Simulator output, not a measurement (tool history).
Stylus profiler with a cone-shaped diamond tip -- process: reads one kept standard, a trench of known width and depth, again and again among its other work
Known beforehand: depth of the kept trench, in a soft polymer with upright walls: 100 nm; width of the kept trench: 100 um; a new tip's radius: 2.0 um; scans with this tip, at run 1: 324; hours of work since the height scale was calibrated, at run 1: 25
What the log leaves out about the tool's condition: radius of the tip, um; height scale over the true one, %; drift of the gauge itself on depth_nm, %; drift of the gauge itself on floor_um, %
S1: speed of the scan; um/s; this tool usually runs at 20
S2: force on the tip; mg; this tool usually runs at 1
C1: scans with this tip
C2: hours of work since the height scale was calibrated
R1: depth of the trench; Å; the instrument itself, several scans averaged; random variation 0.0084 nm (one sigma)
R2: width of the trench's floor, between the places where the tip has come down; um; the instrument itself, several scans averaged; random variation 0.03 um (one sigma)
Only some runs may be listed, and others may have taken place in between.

run,hour,S1,S2,C1,C2,R1,R2
1,0,20,1,324,25,1005.02,98.65
2,11,20,1.26,405,31,1005.79,98.68
3,20.2,20,1,473,37,1004.91,98.69
4,33.7,20,1.1,574,45,1005.54,98.7
5,47.9,20,0.84,679,53,1004.62,98.64
6,61.6,20,0.84,781,61,1004.47,98.64
7,72,20,0.84,858,67,1004.48,98.65
8,85.3,20,0.84,957,74,1004.58,98.67
9,97.1,20,0.84,1044,81,1004.52,98.57
10,110.6,20,1,1145,89,1005.11,98.59
11,127.1,20,1,1267,98,1005.16,98.62
12,142.8,20,1,1384,108,1005.23,98.63
13,150.7,42,1,1442,112,1005.1,98.52
14,162.5,32,1,1530,119,1005.22,98.57
15,170.7,32,1,1591,124,1005.15,98.61
16,181.5,32,1,1671,130,1005.25,98.6
17,198.4,20,0.78,1797,140,1004.35,98.61
18,210.1,20,0.78,1883,146,1004.45,98.64
19,225.8,20,0.78,2000,155,1004.41,98.58
20,236,77,2.62,2076,161,1009.39,98.48
21,243.3,19,1,2130,165,1005.18,98.6
22,254.3,7,1.81,2212,172,1007.4,98.68
23,269.3,22,0.54,2323,180,1003.58,98.59
24,284,22,0.62,2432,189,1003.98,98.52
25,298.5,10,2.49,2539,197,1009.18,98.65
26,313.2,23,2.43,2649,206,1009.04,98.59
27,323.4,21,0.4,2725,212,1003.17,98.46
28,340.1,70,0.9,2848,221,1004.85,98.38
29,349.6,12,1.57,2919,227,1006.95,98.65
30,359.3,12,1.57,2991,232,1006.96,98.59
31,372.8,26,1,3091,240,1005.27,98.52
32,386.3,9,2.98,3191,248,1010.3,98.63
33,394.7,6,1.59,3254,253,1006.98,98.59
34,402.1,20,1,3309,257,1005.22,98.58
35,416.7,12,1,3417,265,1005.21,98.52
36,428.1,16,0.36,3501,272,1003,98.53
37,442.4,16,0.36,3608,280,1002.95,98.47

How would selected steps in R1 from run to run divide? Give the signed amount a tool lacking its hidden state would still show from settings, what came in and random variation, and the signed amount left for the hidden state, including any gauge scatter that is not in both of the compared results.
Run 3 -> 4: S2 1 -> 1.1. R1 +0.63 Å: hidden state +0.02, all else +0.61.
Run 7 -> 8: no setting changed, nothing entered. R1 +0.1 Å: hidden state +0.02, all else +0.08.
Run 23 -> 24: S2 0.54 -> 0.62. R1 +0.4 Å: hidden state +0.02, all else +0.38.
Run 24 -> 25: S1 22 -> 10, S2 0.62 -> 2.49. R1 +5.2 Å: hidden state +0.01, all else +5.19.
Run 26 -> 27: S1 23 -> 21, S2 2.43 -> 0.4. R1 -5.87 Å: hidden state +0, all else -5.87.
Run 31 -> 32: S1 26 -> 9, S2 1 -> 2.98. R1 +5.03 Å: hidden state +0.02, all else +5.01.

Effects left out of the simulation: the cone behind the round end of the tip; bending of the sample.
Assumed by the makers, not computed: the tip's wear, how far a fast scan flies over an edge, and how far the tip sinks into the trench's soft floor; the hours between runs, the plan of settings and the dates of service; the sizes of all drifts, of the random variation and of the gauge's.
